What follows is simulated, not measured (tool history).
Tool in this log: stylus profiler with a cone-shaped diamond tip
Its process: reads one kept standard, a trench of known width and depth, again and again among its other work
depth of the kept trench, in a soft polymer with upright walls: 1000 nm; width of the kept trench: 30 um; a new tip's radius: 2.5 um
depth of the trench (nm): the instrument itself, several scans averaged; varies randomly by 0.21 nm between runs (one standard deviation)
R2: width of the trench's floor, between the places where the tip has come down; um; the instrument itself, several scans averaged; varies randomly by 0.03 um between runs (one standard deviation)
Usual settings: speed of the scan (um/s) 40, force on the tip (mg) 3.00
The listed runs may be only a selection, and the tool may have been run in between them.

Run 1, day 0.000: usual settings. Result: depth of the trench (nm) 1010.00, R2 23.81 um.
Run 2, day 1.467: usual settings. Result: depth of the trench (nm) 1010.13, R2 23.79 um.
Run 3, day 2.650: usual settings but speed of the scan (um/s) 144. Result: depth of the trench (nm) 1009.73, R2 23.34 um.
Run 4, day 4.404: usual settings but speed of the scan (um/s) 144. Result: depth of the trench (nm) 1009.93, R2 23.36 um.
Run 5, day 5.996: usual settings but speed of the scan (um/s) 21. Result: depth of the trench (nm) 1009.51, R2 23.72 um.
Run 6, day 7.833: usual settings but speed of the scan (um/s) 21. Result: depth of the trench (nm) 1010.03, R2 23.72 um.
Run 7, day 8.992: usual settings. Result: depth of the trench (nm) 1009.59, R2 23.59 um.
Run 8, day 11.600: usual settings. Result: depth of the trench (nm) 1009.83, R2 23.58 um.
Run 9, day 12.892: usual settings. Result: depth of the trench (nm) 1009.47, R2 23.55 um.
Run 10, day 14.592: usual settings. Result: depth of the trench (nm) 1009.32, R2 23.59 um.
Run 11, day 16.329: usual settings but speed of the scan (um/s) 28, force on the tip (mg) 2.17. Result: depth of the trench (nm) 1007.53, R2 23.51 um.
Run 12, day 18.325: usual settings but speed of the scan (um/s) 20, force on the tip (mg) 2.17. Result: depth of the trench (nm) 1007.29, R2 23.50 um.
Run 13, day 20.971: usual settings but speed of the scan (um/s) 46, force on the tip (mg) 1.81. Result: depth of the trench (nm) 1006.16, R2 23.39 um.
Run 14, day 22.767: usual settings but speed of the scan (um/s) 46, force on the tip (mg) 1.81. Result: depth of the trench (nm) 1006.06, R2 23.35 um.
At day 24.196: new tip fitted, height scale calibrated.
Run 15, day 24.979: usual settings but speed of the scan (um/s) 28, force on the tip (mg) 1.52. Result: depth of the trench (nm) 1006.10, R2 25.91 um.
Run 16, day 27.258: usual settings but speed of the scan (um/s) 139, force on the tip (mg) 1.34. Result: depth of the trench (nm) 1005.67, R2 25.29 um.
Run 17, day 29.896: usual settings but speed of the scan (um/s) 11, force on the tip (mg) 1.25. Result: depth of the trench (nm) 1005.43, R2 25.85 um.
Run 18, day 32.458: usual settings but speed of the scan (um/s) 16. Result: depth of the trench (nm) 1009.66, R2 25.86 um.
Run 19, day 34.883: usual settings but speed of the scan (um/s) 16. Result: depth of the trench (nm) 1009.12, R2 25.77 um.
Run 20, day 36.979: usual settings but speed of the scan (um/s) 59, force on the tip (mg) 1.32. Result: depth of the trench (nm) 1004.91, R2 25.44 um.

For some of the steps in depth of the trench (nm) from one run to the next: how much would appear even if the tool had no hidden state, given the settings, what came in and random variation, and how much remains for the hidden state plus any gauge scatter that the measured result and the result without hidden state don't share?
Hidden conditions of the tool in this case: radius of the tip, um; height scale over the true one, %; drift of the gauge itself on depth_nm, %; drift of the gauge itself on floor_um, %.
Run 7 -> 8: no setting touched and nothing written in the log between the runs. depth of the trench (nm) +0.24: hidden state -0.10, all else +0.34.
Run 14 -> 15: speed of the scan (um/s) 46 -> 28, force on the tip (mg) 1.81 -> 1.52, new tip fitted, height scale calibrated. depth of the trench (nm) +0.04: hidden state +0.62, all else -0.58.
Run 17 -> 18: speed of the scan (um/s) 11 -> 16, force on the tip (mg) 1.25 -> 3.00. depth of the trench (nm) +4.23: hidden state -0.09, all else +4.32.
Run 19 -> 20: speed of the scan (um/s) 16 -> 59, force on the tip (mg) 3.00 -> 1.32. depth of the trench (nm) -4.21: hidden state -0.08, all else -4.13.

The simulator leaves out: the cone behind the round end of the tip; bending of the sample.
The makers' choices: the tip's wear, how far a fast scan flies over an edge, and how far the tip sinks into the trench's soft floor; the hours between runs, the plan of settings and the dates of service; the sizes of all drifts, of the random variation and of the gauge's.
